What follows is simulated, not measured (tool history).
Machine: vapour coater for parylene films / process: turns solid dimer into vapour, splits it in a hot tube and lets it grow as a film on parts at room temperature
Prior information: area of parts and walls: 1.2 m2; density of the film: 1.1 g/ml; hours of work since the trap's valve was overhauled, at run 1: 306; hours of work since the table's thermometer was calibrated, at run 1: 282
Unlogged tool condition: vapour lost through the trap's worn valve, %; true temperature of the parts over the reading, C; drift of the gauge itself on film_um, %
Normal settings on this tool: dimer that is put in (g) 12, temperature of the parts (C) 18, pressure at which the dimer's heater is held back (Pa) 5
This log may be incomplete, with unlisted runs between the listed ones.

run,hour,dimer that is put in (g),temperature of the parts (C),pressure at which the dimer's heater is held back (Pa),hours of work since the trap's valve was overhauled,hours of work since the table's thermometer was calibrated,thickness of the film (nm)
1,0,12,18,5,306,282,4340
2,24.1,12,18,5,325,302,4230
3,45,12,18,5,342,318,4290
4,59.6,12,18,5,353,330,4210
5,80.5,12,18,5,370,347,4190
6,104.8,12,18,5,390,367,4170
7,129.9,12,20,5,410,387,3920
# hour 141.6: trap's valve overhauled
8,149.8,12,20,5,7,399,3580
9,167,12,20,5,20,413,3600
10,184.7,12,18,5,35,427,3690
11,203.4,12,18,5,50,442,3750
12,226.9,12,18,2.08,68,461,3960
# hour 251.5: trap's valve overhauled, once more
13,253.7,12,18,2.08,2,480,5130
14,272.3,12,18,5,17,495,4740
15,295.1,12,18,5,35,513,4740
16,318.4,12,18,5,54,532,4710
17,336.7,12,18,5,68,546,4610
18,362.5,12,18,5,89,567,4600
19,384.2,12,12,4.11,107,584,5580
20,405.2,9,17,5,123,601,3550
21,416.5,10,18,7.3,133,610,3730
22,437.4,10,18,4.84,149,627,3790
23,459.2,20,10,5,167,645,9690
24,482,20,10,5,185,663,9540
25,496.2,20,10,5,197,674,9580
26,518.7,20,10,5,215,693,9390
27,541.8,12,11,3.45,233,711,5680
28,560.4,6,20,2.41,248,726,2160
29,577,15,10,2.41,261,739,7410
30,592.6,15,10,2.41,274,752,7410
31,618.7,15,17,10.02,295,773,5170
32,634,10,15,2.05,307,785,4200
33,655.3,10,15,2.05,324,802,4260
34,667.4,8,20,2.23,334,812,2830
35,679.6,21,11,3.96,344,822,9410
36,693.9,21,11,3.96,355,833,9330

A few steps of thickness of the film (nm) between consecutive runs. Split each: what settings, incoming material and random variation would produce without the hidden state, and what is left over for the hidden state, along with gauge scatter present in only one of the two compared results (measured, and without hidden state):
Run 12 -> 13: trap's valve overhauled, once more. thickness of the film (nm) +1170: hidden state +1200, all else -30.
Run 22 -> 23: dimer that is put in (g) 10 -> 20, temperature of the parts (C) 18 -> 10, pressure at which the dimer's heater is held back (Pa) 4.84 -> 5. thickness of the film (nm) +5900: hidden state -450, all else +6350.
Run 28 -> 29: dimer that is put in (g) 6 -> 15, temperature of the parts (C) 20 -> 10. thickness of the film (nm) +5250: hidden state -600, all else +5850.
Run 34 -> 35: dimer that is put in (g) 8 -> 21, temperature of the parts (C) 20 -> 11, pressure at which the dimer's heater is held back (Pa) 2.23 -> 3.96. thickness of the film (nm) +6580: hidden state -990, all else +7570.
